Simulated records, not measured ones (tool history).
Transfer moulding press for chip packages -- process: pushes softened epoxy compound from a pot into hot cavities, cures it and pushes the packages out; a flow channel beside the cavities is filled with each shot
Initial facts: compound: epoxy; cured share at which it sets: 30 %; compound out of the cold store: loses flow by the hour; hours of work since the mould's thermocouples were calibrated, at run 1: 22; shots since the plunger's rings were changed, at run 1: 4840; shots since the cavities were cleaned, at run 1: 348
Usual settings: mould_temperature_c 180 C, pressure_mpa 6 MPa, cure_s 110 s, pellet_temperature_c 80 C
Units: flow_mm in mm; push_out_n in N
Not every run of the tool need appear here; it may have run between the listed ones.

| run | hour | mould_temperature_c | pressure_mpa | cure_s | pellet_temperature_c | hours of work since the mould's thermocouples were calibrated | shots since the plunger's rings were changed | shots since the cavities were cleaned | incoming compound's hours out of the cold store | flow_mm | push_out_n |
|---|---|---|---|---|---|---|---|---|---|---|---|
| 1 | 0 | 180 | 6 | 110 | 80 | 22 | 4840 | 348 | 43.8 | 740 | 872 |
| 2 | 19.2 | 180 | 6 | 110 | 80 | 35 | 5050 | 558 | 10.8 | 819 | 1006 |
| 3 | 40.9 | 180 | 6 | 93 | 80 | 50 | 5287 | 795 | 26.2 | 766 | 1575 |
|  | 59.6 | cavities cleaned with cleaning compound and waxed |
| 4 | 59.6 | 177 | 6 | 93 | 80 | 61 | 5475 | 0 | 10.3 | 809 | 1002 |
|  | 69.3 | plunger's sealing rings changed |
| 5 | 76.3 | 177 | 6 | 93 | 80 | 71 | 77 | 155 | 10 | 922 | 1451 |
| 6 | 93.3 | 177 | 6 | 93 | 80 | 83 | 263 | 341 | 34 | 847 | 1721 |
| 7 | 117.3 | 180 | 6 | 110 | 80 | 99 | 525 | 603 | 42.3 | 815 | 1032 |
| 8 | 135.1 | 180 | 6 | 110 | 80 | 111 | 720 | 798 | 24.7 | 878 | 1085 |
| 9 | 149.9 | 180 | 6 | 110 | 80 | 121 | 882 | 960 | 9.6 | 891 | 1166 |
|  | 153.8 | cavities cleaned with cleaning compound and waxed |
| 10 | 162.3 | 180 | 6 | 110 | 80 | 129 | 1000 | 93 | 19.3 | 870 | 657 |
| 11 | 180.5 | 180 | 6.51 | 110 | 80 | 141 | 1200 | 293 | 32.4 | 877 | 845 |
| 12 | 196.9 | 180 | 6.51 | 110 | 88 | 152 | 1378 | 471 | 30.8 | 880 | 1000 |
| 13 | 209.9 | 180 | 6.51 | 110 | 88 | 161 | 1521 | 614 | 19.6 | 894 | 1028 |
| 14 | 222.3 | 180 | 6 | 110 | 80 | 169 | 1655 | 748 | 8.3 | 893 | 1117 |

Predict the results of run 15:
|  | 244.8 | cavities cleaned with cleaning compound and waxed |
| 15 | 245 | 180 | 6 | 110 | 84 | 184 | 1887 | 1 | 25.5 | ? | ? |

{"run 15": {"flow_mm": 846, "push_out_n": 540}}
Were there no unlogged condition in the tool, this run, its random variation unchanged, would have produced flow_mm 876 mm, push_out_n 519 N.
